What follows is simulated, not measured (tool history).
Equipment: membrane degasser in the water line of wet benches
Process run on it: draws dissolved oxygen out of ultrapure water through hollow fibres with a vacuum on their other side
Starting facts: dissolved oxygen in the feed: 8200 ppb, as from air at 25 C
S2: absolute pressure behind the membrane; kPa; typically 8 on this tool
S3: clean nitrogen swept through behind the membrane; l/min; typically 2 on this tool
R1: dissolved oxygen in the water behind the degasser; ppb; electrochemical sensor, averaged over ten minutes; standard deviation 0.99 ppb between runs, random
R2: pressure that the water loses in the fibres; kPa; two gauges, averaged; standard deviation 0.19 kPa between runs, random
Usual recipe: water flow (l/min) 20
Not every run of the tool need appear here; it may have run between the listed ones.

run 1 day=0 | water_flow_(l/min)=20 S2=8 S3=2 | R1=118 R2=41.34
run 2 day=2.008 | water_flow_(l/min)=20 S2=8 S3=2 | R1=117.6 R2=41.21
run 3 day=3.479 | water_flow_(l/min)=20 S2=8 S3=2 | R1=118.3 R2=41.65
run 4 day=6.404 | water_flow_(l/min)=20 S2=5.11 S3=2 | R1=48.2 R2=41.67
run 5 day=8.792 | water_flow_(l/min)=20 S2=5.11 S3=2 | R1=48.9 R2=41.46
run 6 day=10.029 | water_flow_(l/min)=20 S2=8.88 S3=2 | R1=139.4 R2=41.55
run 7 day=12.383 | water_flow_(l/min)=20 S2=8.88 S3=2 | R1=137.4 R2=41.2
run 8 day=13.879 | water_flow_(l/min)=20 S2=8.88 S3=2 | R1=137.8 R2=41.29
run 9 day=15.717 | water_flow_(l/min)=20 S2=7.87 S3=1.75 | R1=128.7 R2=41.86
run 10 day=17.446 | water_flow_(l/min)=20 S2=7.87 S3=1.75 | R1=129.4 R2=41.28
-- day=17.671 vacuum gauge calibrated
run 11 day=20 | water_flow_(l/min)=20 S2=8 S3=1.8 | R1=129.4 R2=41.47
run 12 day=22.425 | water_flow_(l/min)=13 S2=19.8 S3=2.7 | R1=202.9 R2=27.13
-- day=23.421 vacuum gauge calibrated, once more
run 13 day=24.779 | water_flow_(l/min)=13 S2=19.8 S3=2.7 | R1=203.5 R2=27.08
run 14 day=26.662 | water_flow_(l/min)=31 S2=11.99 S3=2 | R1=323.4 R2=64.17
run 15 day=28.021 | water_flow_(l/min)=31 S2=11.99 S3=2 | R1=329.5 R2=64.78

4 options for the next run, each taken on its own from the tool as it stands now. Forecast them:
run A day=30.412 | water_flow_(l/min)=19 S2=8 S3=3.45 | R1=? R2=?
run B day=30.412 | water_flow_(l/min)=13 S2=11.99 S3=2 | R1=? R2=?
run C day=30.412 | water_flow_(l/min)=31 S2=11.99 S3=0.91 | R1=? R2=?
run D day=30.412 | water_flow_(l/min)=24 S2=10 S3=1.78 | R1=? R2=?

run=A R1=66.9 R2=39.61
run=B R1=143.7 R2=26.9
run=C R1=609.8 R2=64.54
run=D R1=218 R2=49.86
With no hidden state in the tool, these same runs would have given:
run=A R1=64.8 R2=39.11
run=B R1=137.1 R2=26.55
run=C R1=606.4 R2=63.72
run=D R1=213.6 R2=49.22
